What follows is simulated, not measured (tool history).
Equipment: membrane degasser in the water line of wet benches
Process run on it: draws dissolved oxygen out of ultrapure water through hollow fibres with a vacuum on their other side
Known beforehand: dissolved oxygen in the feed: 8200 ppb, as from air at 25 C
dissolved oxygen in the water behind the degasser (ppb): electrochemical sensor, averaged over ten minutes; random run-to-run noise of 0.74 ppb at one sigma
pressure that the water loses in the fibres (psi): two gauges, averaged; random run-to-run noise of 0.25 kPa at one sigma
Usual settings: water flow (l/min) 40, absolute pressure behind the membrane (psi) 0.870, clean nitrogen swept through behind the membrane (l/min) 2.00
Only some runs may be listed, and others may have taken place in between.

run    hour  water flow (l/min)  absolute pressure behind the membrane (psi)  clean nitrogen swept through behind the membrane (l/min)  dissolved oxygen in the water behind the degasser (ppb)  pressure that the water loses in the fibres (psi)
  1     0.0                  40                                        0.870                                                      2.00                                                    127.1                                              9.812
  2   254.7                  40                                        0.870                                                      5.69                                                     51.2                                              9.699
  3   504.8                  40                                        0.870                                                      5.69                                                     50.7                                              9.736
  4   716.4                  40                                        0.870                                                      5.69                                                     51.0                                              9.758
  5  1066.5                  40                                        0.870                                                      5.69                                                     50.8                                              9.699
  6  1402.9                  40                                        0.608                                                      2.00                                                     47.7                                              9.700
  7  1684.8                  40                                        0.608                                                      4.54                                                     25.0                                              9.693
  8  1934.1                  40                                        0.608                                                      4.54                                                     24.9                                              9.783
  9  2263.8                  40                                        0.870                                                      2.00                                                    128.1                                              9.751
 10  2593.2                  30                                        0.870                                                      2.00                                                     95.4                                              7.348
 11  2769.7                  40                                        0.602                                                      1.56                                                     55.9                                              9.729
 12  3000.2                  42                                        0.870                                                      2.00                                                    132.7                                             10.234
 13  3207.7                  26                                        1.289                                                      1.25                                                    257.6                                              6.356
 14  3373.5                  37                                        1.475                                                      1.25                                                    422.3                                              9.029
 15  3706.8                  45                                        0.554                                                      2.16                                                     36.9                                             10.931
 16  4025.8                  45                                        0.554                                                      2.16                                                     36.6                                             11.008
 17  4232.8                  45                                        0.554                                                      2.16                                                     36.8                                             10.972
 18  4532.3                  45                                        0.554                                                      2.16                                                     37.1                                             10.914
 19  4705.6                  47                                        0.870                                                      2.00                                                    152.5                                             11.441

What if the next run were any one of these 4? Each begins from the tool's condition after run 19:
  A  5022.9                  47                                        0.612                                                      3.59                                                        ?                                                  ?
  B  5022.9                  26                                        0.824                                                      1.81                                                        ?                                                  ?
  C  5022.9                  47                                        0.631                                                      2.00                                                        ?                                                  ?
  D  5022.9                  40                                        0.547                                                      1.16                                                        ?                                                  ?

run  dissolved oxygen in the water behind the degasser (ppb)  pressure that the water loses in the fibres (psi)
  A                                                     41.2                                             11.433
  B                                                     81.8                                              6.328
  C                                                     68.8                                             11.330
  D                                                     44.7                                              9.720
The same runs, with their run-to-run variation unchanged, on a tool lacking any hidden condition would have given:
run  dissolved oxygen in the water behind the degasser (ppb)  pressure that the water loses in the fibres (psi)
  A                                                     41.1                                             11.416
  B                                                     81.7                                              6.318
  C                                                     68.6                                             11.313
  D                                                     44.6                                              9.706
